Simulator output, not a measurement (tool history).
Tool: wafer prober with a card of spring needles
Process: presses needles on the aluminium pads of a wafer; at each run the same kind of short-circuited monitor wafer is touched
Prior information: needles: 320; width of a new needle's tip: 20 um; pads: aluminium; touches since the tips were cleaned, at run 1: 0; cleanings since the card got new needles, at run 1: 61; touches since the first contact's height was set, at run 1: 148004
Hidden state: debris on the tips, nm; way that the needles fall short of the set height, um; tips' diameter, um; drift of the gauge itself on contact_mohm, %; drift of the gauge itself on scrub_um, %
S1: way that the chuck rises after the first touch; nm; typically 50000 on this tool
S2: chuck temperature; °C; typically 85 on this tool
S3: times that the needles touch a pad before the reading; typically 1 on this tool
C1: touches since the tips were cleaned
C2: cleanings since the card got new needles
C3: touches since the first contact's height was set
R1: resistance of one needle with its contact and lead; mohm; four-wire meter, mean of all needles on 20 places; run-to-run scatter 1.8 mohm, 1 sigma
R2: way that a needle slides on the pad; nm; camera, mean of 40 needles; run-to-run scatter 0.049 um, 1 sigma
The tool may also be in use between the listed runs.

Run 1, day 0.000: usual settings; C1 0; C2 61; C3 148004. Result: R1 243 mohm, R2 10350 nm.
At day 0.262: tips cleaned on abrasive film.
At day 0.525: tips cleaned on abrasive film.
At day 0.854: tips cleaned on abrasive film.
At day 1.183: tips cleaned on abrasive film.
At day 1.508: tips cleaned on abrasive film.
At day 1.771: tips cleaned on abrasive film.
At day 2.100: tips cleaned on abrasive film.
Run 2, day 2.217: usual settings; C1 922; C2 68; C3 165088. Result: R1 443 mohm, R2 10350 nm.
At day 2.417: tips cleaned on abrasive film.
At day 2.746: tips cleaned on abrasive film.
At day 3.071: tips cleaned on abrasive film.
At day 3.400: tips cleaned on abrasive film.
At day 3.725: tips cleaned on abrasive film.
At day 4.054: tips cleaned on abrasive film.
Run 3, day 4.142: usual settings but S1 44000 nm; C1 676; C2 74; C3 179906. Result: R1 456 mohm, R2 8840 nm.
At day 4.342: tips cleaned on abrasive film.
At day 4.667: tips cleaned on abrasive film.
At day 4.996: tips cleaned on abrasive film.
At day 5.258: tips cleaned on abrasive film.
Run 4, day 5.325: usual settings; C1 514; C2 78; C3 189007. Result: R1 331 mohm, R2 10050 nm.
At day 5.525: tips cleaned on abrasive film.
At day 5.788: tips cleaned on abrasive film.
At day 6.117: tips cleaned on abrasive film.
At day 6.442: tips cleaned on abrasive film.
At day 6.771: tips cleaned on abrasive film.
At day 7.100: tips cleaned on abrasive film.
At day 7.112: height of the first contact set anew.
At day 7.438: tips cleaned on abrasive film.
At day 7.733: tips cleaned on abrasive film.
Run 5, day 7.733: usual settings but S2 30 °C; C1 0; C2 86; C3 4788. Result: R1 219 mohm, R2 9690 nm.
At day 8.058: tips cleaned on abrasive film.
At day 8.388: tips cleaned on abrasive film.
At day 8.717: tips cleaned on abrasive film.
At day 9.042: tips cleaned on abrasive film.
Run 6, day 9.288: usual settings but S2 30 °C; C1 1903; C2 90; C3 16791. Result: R1 669 mohm, R2 9630 nm.
At day 9.354: tips cleaned on abrasive film.
At day 9.621: tips cleaned on abrasive film.
At day 9.946: tips cleaned on abrasive film.
At day 10.275: tips cleaned on abrasive film.
At day 10.538: tips cleaned on abrasive film.
At day 10.867: tips cleaned on abrasive film.
At day 11.192: tips cleaned on abrasive film.
At day 11.521: tips cleaned on abrasive film.
Run 7, day 11.633: usual settings but S3 2; C1 882; C2 98; C3 34844. Result: R1 361 mohm, R2 9570 nm.
At day 11.833: tips cleaned on abrasive film.
At day 12.096: tips cleaned on abrasive film.
At day 12.421: tips cleaned on abrasive film.
At day 12.683: tips cleaned on abrasive film.
At day 13.012: tips cleaned on abrasive film.
At day 13.342: tips cleaned on abrasive film.
At day 13.667: tips cleaned on abrasive film.
At day 13.996: tips cleaned on abrasive film.
Run 8, day 14.183: usual settings; C1 1452; C2 106; C3 54477. Result: R1 571 mohm, R2 9520 nm.
At day 14.317: tips cleaned on abrasive film.
At day 14.642: tips cleaned on abrasive film.
At day 14.971: tips cleaned on abrasive film.
At day 15.300: tips cleaned on abrasive film.
At day 15.625: tips cleaned on abrasive film.
At day 15.954: tips cleaned on abrasive film.
Run 9, day 16.158: usual settings; C1 1589; C2 112; C3 69702. Result: R1 601 mohm, R2 9410 nm.
At day 16.225: tips cleaned on abrasive film.
At day 16.554: tips cleaned on abrasive film.
At day 16.817: tips cleaned on abrasive film.
At day 17.146: tips cleaned on abrasive film.
At day 17.471: tips cleaned on abrasive film.
Run 10, day 17.612: usual settings; C1 1078; C2 117; C3 80883. Result: R1 500 mohm, R2 9350 nm.
At day 17.746: tips cleaned on abrasive film.
At day 18.071: tips cleaned on abrasive film.
At day 18.400: tips cleaned on abrasive film.
At day 18.542: height of the first contact set anew, once more.
At day 18.675: tips cleaned on abrasive film.
At day 19.004: tips cleaned on abrasive film.
Run 11, day 19.062: usual settings but S3 2; C1 468; C2 122; C3 4003. Result: R1 266 mohm, R2 11060 nm.

Expected results for the next run?
At day 19.325: tips cleaned on abrasive film.
At day 19.654: tips cleaned on abrasive film.
At day 19.983: tips cleaned on abrasive film.
Run 12, day 20.100: usual settings but S3 2; C1 924; C2 125; C3 11998. Result: R1 ?, R2 ?.

R1: 317 mohm
R2: 11000 nm
Were there no unlogged condition in the tool, this run, its random variation unchanged, would have produced R1 188 mohm, R2 11060 nm.
